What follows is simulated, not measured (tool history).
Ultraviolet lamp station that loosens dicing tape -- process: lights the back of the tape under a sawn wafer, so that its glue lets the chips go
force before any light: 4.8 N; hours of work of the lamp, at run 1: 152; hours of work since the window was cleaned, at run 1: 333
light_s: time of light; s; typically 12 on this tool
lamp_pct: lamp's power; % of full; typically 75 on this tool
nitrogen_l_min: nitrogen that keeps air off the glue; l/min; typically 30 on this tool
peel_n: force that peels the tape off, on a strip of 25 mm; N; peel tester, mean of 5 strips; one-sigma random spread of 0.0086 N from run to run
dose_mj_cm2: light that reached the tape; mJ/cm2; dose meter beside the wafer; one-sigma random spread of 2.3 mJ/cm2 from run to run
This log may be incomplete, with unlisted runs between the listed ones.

| run | hour | light_s | lamp_pct | nitrogen_l_min | hours of work of the lamp | hours of work since the window was cleaned | peel_n | dose_mj_cm2 |
|---|---|---|---|---|---|---|---|---|
| 1 | 0.0 | 12 | 75 | 30 | 152 | 333 | 0.445 | 199 |
| 2 | 14.9 | 12 | 75 | 30 | 158 | 339 | 0.437 | 198 |
| 3 | 47.8 | 12 | 75 | 30 | 171 | 352 | 0.456 | 189 |
| 4 | 71.8 | 12 | 75 | 30 | 181 | 362 | 0.437 | 197 |
| 5 | 93.1 | 12 | 64 | 30 | 190 | 370 | 0.584 | 162 |
| 6 | 112.7 | 12 | 64 | 30 | 197 | 378 | 0.558 | 164 |
| 7 | 143.5 | 12 | 64 | 30 | 210 | 391 | 0.565 | 165 |
| 8 | 175.9 | 12 | 76 | 30 | 223 | 404 | 0.467 | 189 |
| 9 | 206.8 | 12 | 75 | 30 | 235 | 416 | 0.484 | 182 |
| 10 | 236.6 | 12 | 75 | 30 | 248 | 428 | 0.492 | 178 |
| 11 | 253.9 | 12 | 75 | 30 | 254 | 435 | 0.491 | 180 |
| 12 | 285.6 | 12 | 65 | 30 | 267 | 448 | 0.593 | 154 |
| 13 | 315.6 | 12 | 65 | 30 | 279 | 460 | 0.654 | 149 |
| 14 | 332.5 | 12 | 65 | 30 | 286 | 467 | 0.639 | 152 |
| 15 | 351.0 | 12 | 65 | 30 | 294 | 474 | 0.635 | 152 |
| 16 | 369.9 | 12 | 65 | 30 | 301 | 482 | 0.670 | 151 |
| 17 | 397.5 | 12 | 65 | 30 | 313 | 493 | 0.670 | 150 |
| 18 | 427.8 | 12 | 65 | 30 | 325 | 506 | 0.681 | 148 |
| 19 | 455.3 | 12 | 65 | 30 | 336 | 517 | 0.678 | 145 |
| 20 | 473.3 | 12 | 65 | 30 | 343 | 524 | 0.678 | 144 |
| 21 | 494.4 | 12 | 65 | 30 | 352 | 532 | 0.691 | 145 |
|  | 504.3 | window cleaned of glue's vapour |
| 22 | 514.0 | 6 | 65 | 30 | 359 | 4 | 1.583 | 81 |
| 23 | 537.7 | 12 | 87 | 59 | 369 | 14 | 0.340 | 204 |
| 24 | 568.4 | 9 | 83 | 18 | 381 | 26 | 0.870 | 148 |
| 25 | 591.4 | 23 | 74 | 12 | 391 | 35 | 0.325 | 332 |
| 26 | 609.3 | 8 | 74 | 25 | 398 | 42 | 1.039 | 114 |
| 27 | 640.6 | 8 | 74 | 25 | 411 | 55 | 1.087 | 113 |
| 28 | 663.2 | 6 | 75 | 30 | 420 | 64 | 1.389 | 85 |
| 29 | 684.4 | 15 | 76 | 30 | 428 | 73 | 0.391 | 211 |
| 30 | 715.8 | 13 | 75 | 30 | 441 | 85 | 0.510 | 173 |
| 31 | 733.1 | 13 | 75 | 30 | 448 | 92 | 0.492 | 181 |
| 32 | 763.0 | 13 | 75 | 30 | 460 | 105 | 0.509 | 176 |
| 33 | 795.0 | 13 | 75 | 30 | 473 | 117 | 0.530 | 175 |
| 34 | 823.3 | 13 | 75 | 30 | 484 | 129 | 0.535 | 172 |
| 35 | 842.0 | 17 | 74 | 22 | 492 | 136 | 0.432 | 221 |
| 36 | 857.9 | 12 | 84 | 20 | 498 | 143 | 0.619 | 173 |
| 37 | 881.2 | 12 | 80 | 40 | 508 | 152 | 0.512 | 165 |
| 38 | 894.8 | 12 | 80 | 40 | 513 | 158 | 0.493 | 164 |
| 39 | 921.9 | 8 | 63 | 28 | 524 | 169 | 1.502 | 85 |
| 40 | 937.2 | 16 | 61 | 18 | 530 | 175 | 0.731 | 164 |
| 41 | 965.9 | 21 | 95 | 18 | 542 | 187 | 0.282 | 333 |
| 42 | 980.0 | 18 | 82 | 40 | 548 | 192 | 0.305 | 239 |
| 43 | 1009.5 | 12 | 64 | 42 | 560 | 204 | 0.787 | 124 |
| 44 | 1026.1 | 12 | 64 | 42 | 566 | 211 | 0.772 | 125 |

Below are 3 alternative next runs, each starting from the tool's condition after run 44. Predict each:
| A | 1043.3 | 7 | 64 | 16 | 573 | 218 | ? | ? |
| B | 1043.3 | 13 | 96 | 20 | 573 | 218 | ? | ? |
| C | 1043.3 | 8 | 78 | 10 | 573 | 218 | ? | ? |

| run | peel_n | dose_mj_cm2 |
|---|---|---|
| A | 1.979 | 72 |
| B | 0.505 | 198 |
| C | 1.744 | 100 |
Without the tool's unlogged condition, the same runs would have read:
| run | peel_n | dose_mj_cm2 |
|---|---|---|
| A | 1.192 | 117 |
| B | 0.284 | 326 |
| C | 0.978 | 163 |
